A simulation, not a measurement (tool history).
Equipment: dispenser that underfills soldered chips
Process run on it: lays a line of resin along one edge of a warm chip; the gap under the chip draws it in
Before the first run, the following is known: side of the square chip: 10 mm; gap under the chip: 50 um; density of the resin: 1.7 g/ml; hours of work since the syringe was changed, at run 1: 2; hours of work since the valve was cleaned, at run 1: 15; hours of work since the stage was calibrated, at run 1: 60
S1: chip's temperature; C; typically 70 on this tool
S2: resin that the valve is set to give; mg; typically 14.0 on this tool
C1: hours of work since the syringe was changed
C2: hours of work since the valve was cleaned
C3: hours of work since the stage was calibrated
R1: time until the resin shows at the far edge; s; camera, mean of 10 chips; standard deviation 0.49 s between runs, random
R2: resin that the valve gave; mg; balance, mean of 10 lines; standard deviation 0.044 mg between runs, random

{"run": 1, "hour": 0.0, "S1": 70, "S2": 14.0, "C1": 2, "C2": 15, "C3": 60, "R1": 43.1, "R2": 13.89}
{"run": 2, "hour": 2.8, "S1": 70, "S2": 13.9, "C1": 4, "C2": 17, "C3": 62, "R1": 50.2, "R2": 13.77}
{"run": 3, "hour": 8.2, "S1": 70, "S2": 14.2, "C1": 7, "C2": 21, "C3": 66, "R1": 65.8, "R2": 14.03}
{"hour": 11.1, "done": "new syringe of resin"}
{"run": 4, "hour": 13.7, "S1": 70, "S2": 14.6, "C1": 2, "C2": 25, "C3": 69, "R1": 43.4, "R2": 14.36}
{"run": 5, "hour": 16.5, "S1": 70, "S2": 14.6, "C1": 4, "C2": 27, "C3": 71, "R1": 50.3, "R2": 14.37}
{"run": 6, "hour": 21.5, "S1": 70, "S2": 14.0, "C1": 7, "C2": 30, "C3": 75, "R1": 66.1, "R2": 13.74}
{"hour": 24.6, "done": "new syringe of resin"}
{"run": 7, "hour": 27.2, "S1": 70, "S2": 14.0, "C1": 2, "C2": 34, "C3": 79, "R1": 42.6, "R2": 13.69}
{"run": 8, "hour": 31.3, "S1": 70, "S2": 14.0, "C1": 5, "C2": 37, "C3": 82, "R1": 54.7, "R2": 13.69}
{"run": 9, "hour": 34.1, "S1": 70, "S2": 14.0, "C1": 7, "C2": 39, "C3": 84, "R1": 65.4, "R2": 13.71}
{"hour": 38.2, "done": "new syringe of resin"}
{"run": 10, "hour": 40.2, "S1": 70, "S2": 17.8, "C1": 1, "C2": 43, "C3": 88, "R1": 42.4, "R2": 17.43}
{"hour": 41.5, "done": "dispensing valve cleaned and set on the balance"}
{"run": 11, "hour": 46.2, "S1": 70, "S2": 17.8, "C1": 5, "C2": 3, "C3": 91, "R1": 55.2, "R2": 17.78}
{"run": 12, "hour": 49.8, "S1": 70, "S2": 17.8, "C1": 7, "C2": 6, "C3": 94, "R1": 67.4, "R2": 17.78}
{"hour": 53.1, "done": "new syringe of resin"}
{"run": 13, "hour": 53.6, "S1": 70, "S2": 17.8, "C1": 0, "C2": 8, "C3": 96, "R1": 39.2, "R2": 17.8}
{"run": 14, "hour": 56.9, "S1": 70, "S2": 14.0, "C1": 3, "C2": 11, "C3": 98, "R1": 45.4, "R2": 13.92}
{"run": 15, "hour": 61.8, "S1": 79, "S2": 14.0, "C1": 6, "C2": 14, "C3": 102, "R1": 41.1, "R2": 13.93}
{"hour": 66.7, "done": "new syringe of resin"}
{"run": 16, "hour": 66.8, "S1": 79, "S2": 14.0, "C1": 0, "C2": 17, "C3": 105, "R1": 23.8, "R2": 13.96}
{"run": 17, "hour": 71.7, "S1": 79, "S2": 14.0, "C1": 4, "C2": 21, "C3": 109, "R1": 30.9, "R2": 13.88}
{"run": 18, "hour": 74.8, "S1": 79, "S2": 12.2, "C1": 6, "C2": 23, "C3": 111, "R1": 38.7, "R2": 12.03}
{"run": 19, "hour": 77.4, "S1": 70, "S2": 13.6, "C1": 8, "C2": 25, "C3": 113, "R1": 69.2, "R2": 13.39}
{"hour": 80.4, "done": "new syringe of resin"}
{"run": 20, "hour": 82.4, "S1": 63, "S2": 15.8, "C1": 1, "C2": 28, "C3": 116, "R1": 58.8, "R2": 15.55}
{"run": 21, "hour": 87.3, "S1": 56, "S2": 12.8, "C1": 5, "C2": 31, "C3": 119, "R1": 114.6, "R2": 12.58}
{"run": 22, "hour": 93.2, "S1": 81, "S2": 17.4, "C1": 9, "C2": 36, "C3": 123, "R1": 44.6, "R2": 17.09}
{"hour": 94.0, "done": "new syringe of resin"}
{"run": 23, "hour": 99.2, "S1": 81, "S2": 14.5, "C1": 4, "C2": 40, "C3": 128, "R1": 29.9, "R2": 14.09}
{"run": 24, "hour": 103.6, "S1": 81, "S2": 14.5, "C1": 7, "C2": 43, "C3": 131, "R1": 37.0, "R2": 14.05}
{"hour": 105.5, "done": "dispensing valve cleaned and set on the balance"}
{"hour": 108.5, "done": "new syringe of resin"}
{"run": 25, "hour": 109.9, "S1": 81, "S2": 14.5, "C1": 1, "C2": 3, "C3": 134, "R1": 23.2, "R2": 14.46}
{"run": 26, "hour": 113.0, "S1": 58, "S2": 13.9, "C1": 3, "C2": 5, "C3": 136, "R1": 86.8, "R2": 13.87}
{"run": 27, "hour": 116.4, "S1": 69, "S2": 14.4, "C1": 6, "C2": 7, "C3": 139, "R1": 59.6, "R2": 14.35}
{"run": 28, "hour": 121.6, "S1": 72, "S2": 16.3, "C1": 9, "C2": 11, "C3": 142, "R1": 68.3, "R2": 16.2}
{"hour": 122.3, "done": "new syringe of resin"}
{"run": 29, "hour": 126.0, "S1": 72, "S2": 16.3, "C1": 3, "C2": 14, "C3": 145, "R1": 41.9, "R2": 16.12}
{"run": 30, "hour": 131.7, "S1": 69, "S2": 14.0, "C1": 7, "C2": 18, "C3": 149, "R1": 66.4, "R2": 13.84}
{"hour": 135.9, "done": "new syringe of resin"}
{"run": 31, "hour": 136.6, "S1": 61, "S2": 15.6, "C1": 1, "C2": 21, "C3": 152, "R1": 60.4, "R2": 15.38}
{"run": 32, "hour": 142.5, "S1": 59, "S2": 14.0, "C1": 5, "C2": 25, "C3": 157, "R1": 95.1, "R2": 13.85}
{"run": 33, "hour": 147.4, "S1": 70, "S2": 14.7, "C1": 8, "C2": 29, "C3": 160, "R1": 69.5, "R2": 14.44}
{"hour": 149.3, "done": "new syringe of resin"}
{"run": 34, "hour": 152.7, "S1": 70, "S2": 14.7, "C1": 2, "C2": 32, "C3": 164, "R1": 46.0, "R2": 14.34}
{"run": 35, "hour": 158.2, "S1": 70, "S2": 14.7, "C1": 6, "C2": 36, "C3": 167, "R1": 61.6, "R2": 14.38}
{"hour": 162.9, "done": "new syringe of resin"}
{"run": 36, "hour": 162.9, "S1": 70, "S2": 14.7, "C1": 0, "C2": 39, "C3": 170, "R1": 36.7, "R2": 14.35}

Predict each of these 4 candidate next runs independently; none follows another, all start after run 36:
{"run": "A", "hour": 168.1, "S1": 64, "S2": 16.0, "C1": 4, "C2": 43, "C3": 174, "R1": "?", "R2": "?"}
{"run": "B", "hour": 168.1, "S1": 60, "S2": 16.2, "C1": 4, "C2": 43, "C3": 174, "R1": "?", "R2": "?"}
{"run": "C", "hour": 168.1, "S1": 60, "S2": 15.0, "C1": 4, "C2": 43, "C3": 174, "R1": "?", "R2": "?"}
{"run": "D", "hour": 168.1, "S1": 74, "S2": 15.8, "C1": 4, "C2": 43, "C3": 174, "R1": "?", "R2": "?"}

run=A R1=66.0 R2=15.57
run=B R1=80.7 R2=15.81
run=C R1=82.0 R2=14.62
run=D R1=39.7 R2=15.42
Had the tool no hidden state, the same runs would have come out as:
run=A R1=51.5 R2=15.99
run=B R1=63.0 R2=16.24
run=C R1=64.1 R2=15.02
run=D R1=30.8 R2=15.83
